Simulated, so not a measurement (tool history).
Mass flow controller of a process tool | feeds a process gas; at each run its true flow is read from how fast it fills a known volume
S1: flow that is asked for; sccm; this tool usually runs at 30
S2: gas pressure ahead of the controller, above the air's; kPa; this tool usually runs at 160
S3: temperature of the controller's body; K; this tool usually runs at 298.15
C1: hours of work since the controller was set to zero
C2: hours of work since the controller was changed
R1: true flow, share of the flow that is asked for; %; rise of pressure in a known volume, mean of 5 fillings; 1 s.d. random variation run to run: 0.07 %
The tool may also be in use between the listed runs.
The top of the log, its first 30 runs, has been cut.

| run | day | S1 | S2 | S3 | C1 | C2 | R1 |
|---|---|---|---|---|---|---|---|
| 31 | 82.750 | 11 | 145 | 307.15 | 1593 | 1593 | 93.48 |
|  | 83.633 | gauge calibrated |
| 32 | 85.846 | 30 | 160 | 304.15 | 1627 | 1627 | 97.77 |
| 33 | 88.762 | 30 | 186 | 306.15 | 1659 | 1659 | 97.53 |
| 34 | 92.242 | 30 | 242 | 298.15 | 1698 | 1698 | 97.14 |
| 35 | 95.383 | 48 | 185 | 298.15 | 1733 | 1733 | 97.36 |
| 36 | 99.154 | 48 | 185 | 298.15 | 1774 | 1774 | 97.10 |
| 37 | 101.921 | 65 | 165 | 304.15 | 1805 | 1805 | 97.51 |
| 38 | 103.988 | 65 | 165 | 304.15 | 1828 | 1828 | 97.47 |
| 39 | 105.592 | 65 | 165 | 304.15 | 1845 | 1845 | 97.30 |
| 40 | 108.100 | 30 | 160 | 312.15 | 1873 | 1873 | 96.26 |
| 41 | 111.650 | 11 | 255 | 307.15 | 1912 | 1912 | 95.24 |
| 42 | 113.625 | 30 | 248 | 296.15 | 1934 | 1934 | 95.21 |
| 43 | 115.604 | 31 | 254 | 297.15 | 1956 | 1956 | 95.20 |
| 44 | 119.121 | 31 | 254 | 297.15 | 1995 | 1995 | 94.84 |
| 45 | 122.775 | 31 | 254 | 297.15 | 2035 | 2035 | 94.52 |
| 46 | 126.417 | 30 | 148 | 312.15 | 2075 | 2075 | 94.64 |
| 47 | 128.283 | 18 | 148 | 312.15 | 2096 | 2096 | 94.25 |

Below are 5 alternative next runs, each starting from the tool's condition after run 47. Predict each:
| A | 130.771 | 30 | 184 | 298.15 | 2123 | 2123 | ? |
| B | 130.771 | 14 | 148 | 299.15 | 2123 | 2123 | ? |
| C | 130.771 | 13 | 188 | 307.15 | 2123 | 2123 | ? |
| D | 130.771 | 38 | 160 | 298.15 | 2123 | 2123 | ? |
| E | 130.771 | 12 | 160 | 298.15 | 2123 | 2123 | ? |

| run | R1 |
|---|---|
| A | 93.89 |
| B | 93.28 |
| C | 93.72 |
| D | 94.07 |
| E | 93.25 |
Had the tool no hidden state, the same runs would have come out as:
| run | R1 |
|---|---|
| A | 97.79 |
| B | 97.16 |
| C | 97.62 |
| D | 97.99 |
| E | 97.13 |
